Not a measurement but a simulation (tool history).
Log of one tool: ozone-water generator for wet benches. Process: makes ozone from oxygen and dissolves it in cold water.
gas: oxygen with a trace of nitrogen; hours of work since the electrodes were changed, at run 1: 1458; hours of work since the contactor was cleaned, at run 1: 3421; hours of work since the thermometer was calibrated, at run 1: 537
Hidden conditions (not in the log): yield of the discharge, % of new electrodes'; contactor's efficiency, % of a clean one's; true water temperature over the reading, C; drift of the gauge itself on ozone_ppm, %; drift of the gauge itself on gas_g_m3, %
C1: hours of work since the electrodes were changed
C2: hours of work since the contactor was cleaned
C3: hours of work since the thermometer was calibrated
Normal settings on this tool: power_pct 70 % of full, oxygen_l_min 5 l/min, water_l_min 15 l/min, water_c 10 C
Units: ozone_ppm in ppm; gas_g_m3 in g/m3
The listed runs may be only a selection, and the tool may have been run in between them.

run 1 hour=0 | power_pct=70 oxygen_l_min=5 water_l_min=15 water_c=10 | C1=1458 C2=3421 C3=537 | ozone_ppm=27 gas_g_m3=178.4
run 2 hour=32.3 | power_pct=70 oxygen_l_min=5 water_l_min=15 water_c=7 | C1=1484 C2=3446 C3=563 | ozone_ppm=28.2 gas_g_m3=179.1
run 3 hour=78 | power_pct=70 oxygen_l_min=5 water_l_min=15 water_c=7 | C1=1521 C2=3483 C3=599 | ozone_ppm=27.9 gas_g_m3=177.5
run 4 hour=123 | power_pct=70 oxygen_l_min=5 water_l_min=15 water_c=7 | C1=1557 C2=3519 C3=635 | ozone_ppm=27.6 gas_g_m3=179.5
run 5 hour=170 | power_pct=70 oxygen_l_min=5 water_l_min=15 water_c=7 | C1=1595 C2=3557 C3=673 | ozone_ppm=27.7 gas_g_m3=179.1
-- hour=175.8 water thermometer calibrated
run 6 hour=226.7 | power_pct=70 oxygen_l_min=3.1 water_l_min=11 water_c=10 | C1=1640 C2=3602 C3=41 | ozone_ppm=31.3 gas_g_m3=213.8
run 7 hour=263.3 | power_pct=47 oxygen_l_min=5 water_l_min=12 water_c=6 | C1=1669 C2=3631 C3=70 | ozone_ppm=24.7 gas_g_m3=131.3
run 8 hour=323.5 | power_pct=69 oxygen_l_min=4.64 water_l_min=21 water_c=9 | C1=1717 C2=3679 C3=118 | ozone_ppm=19.1 gas_g_m3=180.2
run 9 hour=373.7 | power_pct=77 oxygen_l_min=4.64 water_l_min=21 water_c=9 | C1=1757 C2=3719 C3=158 | ozone_ppm=20.8 gas_g_m3=197.7
run 10 hour=433.7 | power_pct=52 oxygen_l_min=8.33 water_l_min=18 water_c=8 | C1=1805 C2=3767 C3=206 | ozone_ppm=20.1 gas_g_m3=114.4

Hidden state at the last listed run before each entry between runs and at the first one after, where it differs:
Logged between run 5 and run 6: water thermometer calibrated (hour 175.8)
  yield of the discharge, % of new electrodes': 95 -> 94.9; contactor's efficiency, % of a clean one's: 90.4 -> 90.3; true water temperature over the reading, C: -0.07 -> -0.11
  the result without the hidden state subtracted from the measured one, ozone_ppm: -2.5 -> -2.5 ppm; gas_g_m3: -9.4 -> -11.5 g/m3
